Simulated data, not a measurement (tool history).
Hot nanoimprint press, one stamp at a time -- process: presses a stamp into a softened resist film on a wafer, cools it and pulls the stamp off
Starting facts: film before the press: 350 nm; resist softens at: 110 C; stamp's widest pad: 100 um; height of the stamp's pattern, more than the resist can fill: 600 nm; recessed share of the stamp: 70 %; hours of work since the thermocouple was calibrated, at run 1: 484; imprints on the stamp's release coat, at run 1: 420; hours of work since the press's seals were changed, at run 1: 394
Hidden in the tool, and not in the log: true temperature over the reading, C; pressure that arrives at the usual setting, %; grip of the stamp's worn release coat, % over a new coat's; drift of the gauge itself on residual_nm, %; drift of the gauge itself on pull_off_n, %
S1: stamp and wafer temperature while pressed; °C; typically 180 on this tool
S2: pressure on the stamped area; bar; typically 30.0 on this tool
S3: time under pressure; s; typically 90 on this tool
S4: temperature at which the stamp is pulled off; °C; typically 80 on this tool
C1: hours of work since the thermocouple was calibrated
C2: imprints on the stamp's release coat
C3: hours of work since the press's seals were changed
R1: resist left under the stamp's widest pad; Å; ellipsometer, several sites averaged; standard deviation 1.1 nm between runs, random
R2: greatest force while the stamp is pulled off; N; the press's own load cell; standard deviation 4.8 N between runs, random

{"run": 1, "hour": 0.0, "S1": 180, "S2": 30.0, "S3": 90, "S4": 80, "C1": 484, "C2": 420, "C3": 394, "R1": 2054, "R2": 290}
{"run": 2, "hour": 9.0, "S1": 180, "S2": 30.0, "S3": 90, "S4": 80, "C1": 490, "C2": 472, "C3": 401, "R1": 2046, "R2": 287}
{"run": 3, "hour": 16.2, "S1": 172, "S2": 30.0, "S3": 90, "S4": 80, "C1": 496, "C2": 515, "C3": 407, "R1": 2637, "R2": 295}
{"run": 4, "hour": 32.6, "S1": 172, "S2": 30.0, "S3": 90, "S4": 80, "C1": 509, "C2": 610, "C3": 419, "R1": 2643, "R2": 303}
{"hour": 41.0, "done": "plate thermocouple calibrated"}
{"run": 5, "hour": 45.8, "S1": 172, "S2": 30.0, "S3": 90, "S4": 80, "C1": 4, "C2": 670, "C3": 427, "R1": 2716, "R2": 317}
{"run": 6, "hour": 59.6, "S1": 180, "S2": 30.0, "S3": 90, "S4": 80, "C1": 14, "C2": 751, "C3": 438, "R1": 2118, "R2": 321}
{"run": 7, "hour": 75.6, "S1": 180, "S2": 30.0, "S3": 90, "S4": 80, "C1": 26, "C2": 845, "C3": 450, "R1": 2077, "R2": 346}
{"run": 8, "hour": 85.0, "S1": 180, "S2": 30.0, "S3": 90, "S4": 80, "C1": 34, "C2": 900, "C3": 457, "R1": 2130, "R2": 341}
{"run": 9, "hour": 96.1, "S1": 189, "S2": 41.0, "S3": 90, "S4": 74, "C1": 42, "C2": 964, "C3": 465, "R1": 1286, "R2": 379}
{"run": 10, "hour": 109.1, "S1": 174, "S2": 30.3, "S3": 90, "S4": 74, "C1": 52, "C2": 1040, "C3": 475, "R1": 2575, "R2": 389}
{"run": 11, "hour": 118.4, "S1": 186, "S2": 24.0, "S3": 90, "S4": 74, "C1": 59, "C2": 1095, "C3": 483, "R1": 1901, "R2": 392}

How the hidden state differs across the entries between the runs, from the last listed run before each to the first after it:
After run 4, before run 5: plate thermocouple calibrated (hour 41.0)
  true temperature over the reading, C: -1.79 -> -2.41; pressure that arrives at the usual setting, %: 99.16 -> 99.14; grip of the stamp's worn release coat, % over a new coat's: 27.8 -> 30.7
  what was measured, less what the result would be without the hidden state, R1: +139 -> +186 Å; R2: +70 -> +80 N
